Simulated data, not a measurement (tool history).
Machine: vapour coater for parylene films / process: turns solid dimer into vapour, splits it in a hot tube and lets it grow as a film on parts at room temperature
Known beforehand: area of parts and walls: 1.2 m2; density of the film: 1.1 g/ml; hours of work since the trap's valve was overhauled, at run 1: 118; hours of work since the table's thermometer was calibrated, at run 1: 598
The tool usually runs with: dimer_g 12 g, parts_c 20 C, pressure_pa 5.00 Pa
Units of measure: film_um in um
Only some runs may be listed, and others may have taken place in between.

run   hour  dimer_g  parts_c  pressure_pa  hours of work since the trap's valve was overhauled  hours of work since the table's thermometer was calibrated  film_um
  1    0.0       12       20         5.00                                                  118                                                         598     4.45
  2   24.0       12       20         5.00                                                  134                                                         614     4.50
  3   42.0       12       20         5.00                                                  146                                                         626     4.46
  4   65.0       12       14         5.00                                                  162                                                         642     5.78
  5   87.7       12       14         5.00                                                  177                                                         657     5.68
  6  112.8       12       20         2.48                                                  194                                                         674     5.11
  7  135.1       12       20         2.48                                                  209                                                         689     5.10
  8  150.3       12       20         8.46                                                  220                                                         699     4.11
  9  165.1       12       20         5.00                                                  230                                                         709     4.53
 10  180.3       12       20         2.56                                                  240                                                         720     5.05
 11  201.4       12       20         5.00                                                  254                                                         734     4.46
 12  228.4       12       20         3.08                                                  273                                                         752     4.91
 13  242.8       12       20         3.08                                                  282                                                         762     4.80
 14  260.4       12       20         2.01                                                  294                                                         774     5.25
 15  282.1       12       20         2.01                                                  309                                                         788     5.18
 16  302.1       12       20         2.01                                                  322                                                         802     5.29
 17  315.9       12       27         5.00                                                  332                                                         811     3.31
 18  335.3       12       27         5.00                                                  345                                                         824     3.30
 19  353.8       12       20         5.00                                                  357                                                         837     4.33
 20  380.0       12       20         5.00                                                  375                                                         855     4.41
 21  396.4       12       20         3.83                                                  386                                                         866     4.57
 22  423.0       12       20         6.22                                                  404                                                         884     4.20
 23  449.0       12       16         2.76                                                  422                                                         901     5.72
 24  470.9       17       19         5.95                                                  437                                                         916     6.20
 25  493.2       17       19         5.95                                                  452                                                         931     6.38
 26  505.9       14       13        11.55                                                  460                                                         940     5.66
 27  530.1       17       14        11.55                                                  477                                                         956     6.63
 28  552.2        5       21         4.50                                                  492                                                         971     1.72
 29  578.4       18       20         8.56                                                  509                                                         989     5.82
 30  603.2       18       20         8.56                                                  526                                                        1006     5.83
 31  627.3       11       28         4.50                                                  543                                                        1022     2.91
 32  655.1       11       28         4.50                                                  561                                                        1041     2.88
 33  675.6       12       20         4.50                                                  575                                                        1055     4.39
     684.0  -- trap's valve overhauled
 34  701.7       12       20         4.50                                                   12                                                        1070     4.67
 35  726.7       12       13         5.00                                                   29                                                        1087     6.02
 36  738.1       12       13         5.00                                                   37                                                        1094     5.97
 37  751.7       12       13         5.00                                                   46                                                        1104     6.00
 38  765.6       12       13         5.00                                                   55                                                        1113     5.92
 39  785.4       12       14         5.96                                                   69                                                        1126     5.44

What if the next run were any one of these 4? Each begins from the tool's condition after run 39:
  A  810.0        8       20         5.00                                                   85                                                        1143        ?
  B  810.0       13       31         5.00                                                   85                                                        1143        ?
  C  810.0       14       22        11.85                                                   85                                                        1143        ?
  D  810.0       12       15         4.81                                                   85                                                        1143        ?

run  film_um
  A     2.97
  B     3.06
  C     4.09
  D     5.56
With the hidden condition removed and each run's random variation left untouched, the same runs would have given:
run  film_um
  A     3.11
  B     3.21
  C     4.28
  D     5.81

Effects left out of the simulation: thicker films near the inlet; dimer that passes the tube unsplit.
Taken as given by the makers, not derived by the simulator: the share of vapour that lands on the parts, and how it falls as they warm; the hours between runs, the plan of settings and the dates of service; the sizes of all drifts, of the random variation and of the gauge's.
